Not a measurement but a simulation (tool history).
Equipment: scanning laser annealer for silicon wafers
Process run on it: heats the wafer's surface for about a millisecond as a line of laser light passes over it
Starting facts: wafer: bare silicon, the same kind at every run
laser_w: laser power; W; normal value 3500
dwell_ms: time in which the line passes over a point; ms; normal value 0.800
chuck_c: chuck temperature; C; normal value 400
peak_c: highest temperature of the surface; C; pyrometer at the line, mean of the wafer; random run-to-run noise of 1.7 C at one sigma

run 1 hour=0.0 | laser_w=3500 dwell_ms=0.800 chuck_c=400 | peak_c=1222
run 2 hour=61.6 | laser_w=3500 dwell_ms=0.800 chuck_c=400 | peak_c=1219
run 3 hour=118.1 | laser_w=3500 dwell_ms=0.800 chuck_c=400 | peak_c=1217
run 4 hour=153.3 | laser_w=3500 dwell_ms=0.800 chuck_c=400 | peak_c=1211
run 5 hour=186.6 | laser_w=3500 dwell_ms=0.800 chuck_c=400 | peak_c=1212
run 6 hour=215.4 | laser_w=3500 dwell_ms=0.800 chuck_c=400 | peak_c=1212
run 7 hour=260.4 | laser_w=3384 dwell_ms=0.800 chuck_c=400 | peak_c=1173
run 8 hour=313.5 | laser_w=3384 dwell_ms=0.800 chuck_c=400 | peak_c=1173
run 9 hour=377.5 | laser_w=3384 dwell_ms=0.800 chuck_c=400 | peak_c=1171
run 10 hour=442.9 | laser_w=3384 dwell_ms=0.800 chuck_c=400 | peak_c=1161
-- hour=454.0 window over the wafer cleaned
run 11 hour=501.8 | laser_w=3384 dwell_ms=0.800 chuck_c=400 | peak_c=1179
run 12 hour=530.0 | laser_w=3384 dwell_ms=0.800 chuck_c=400 | peak_c=1182
run 13 hour=561.2 | laser_w=3384 dwell_ms=0.800 chuck_c=400 | peak_c=1177
run 14 hour=594.7 | laser_w=3384 dwell_ms=0.800 chuck_c=400 | peak_c=1175
-- hour=629.0 optics aligned, line set to its width
run 15 hour=663.0 | laser_w=3500 dwell_ms=0.800 chuck_c=400 | peak_c=1228
run 16 hour=727.1 | laser_w=3500 dwell_ms=0.800 chuck_c=416 | peak_c=1240
run 17 hour=780.0 | laser_w=3500 dwell_ms=0.800 chuck_c=416 | peak_c=1236
run 18 hour=843.1 | laser_w=3500 dwell_ms=0.800 chuck_c=416 | peak_c=1234
run 19 hour=903.2 | laser_w=3500 dwell_ms=0.730 chuck_c=400 | peak_c=1184
run 20 hour=958.9 | laser_w=3500 dwell_ms=0.730 chuck_c=400 | peak_c=1177
-- hour=974.6 window over the wafer cleaned
run 21 hour=999.6 | laser_w=3500 dwell_ms=0.974 chuck_c=400 | peak_c=1303
run 22 hour=1030.6 | laser_w=3474 dwell_ms=0.974 chuck_c=365 | peak_c=1257
-- hour=1038.1 laser's power meter calibrated
run 23 hour=1089.6 | laser_w=3474 dwell_ms=0.974 chuck_c=365 | peak_c=1255
run 24 hour=1148.1 | laser_w=3500 dwell_ms=0.765 chuck_c=366 | peak_c=1170
run 25 hour=1212.5 | laser_w=3666 dwell_ms=0.800 chuck_c=373 | peak_c=1241
run 26 hour=1255.7 | laser_w=3500 dwell_ms=0.995 chuck_c=382 | peak_c=1283
run 27 hour=1287.6 | laser_w=3500 dwell_ms=0.799 chuck_c=374 | peak_c=1191
run 28 hour=1345.9 | laser_w=3030 dwell_ms=0.752 chuck_c=398 | peak_c=1061

Run 29 is up next; what results do you expect?
run 29 hour=1391.9 | laser_w=3030 dwell_ms=0.861 chuck_c=398 | peak_c=?

Run 29 yielded peak_c 1101 C.
Take away the tool's hidden state, keep the run-to-run variation as it was, and the same run would have given peak_c 1118 C.
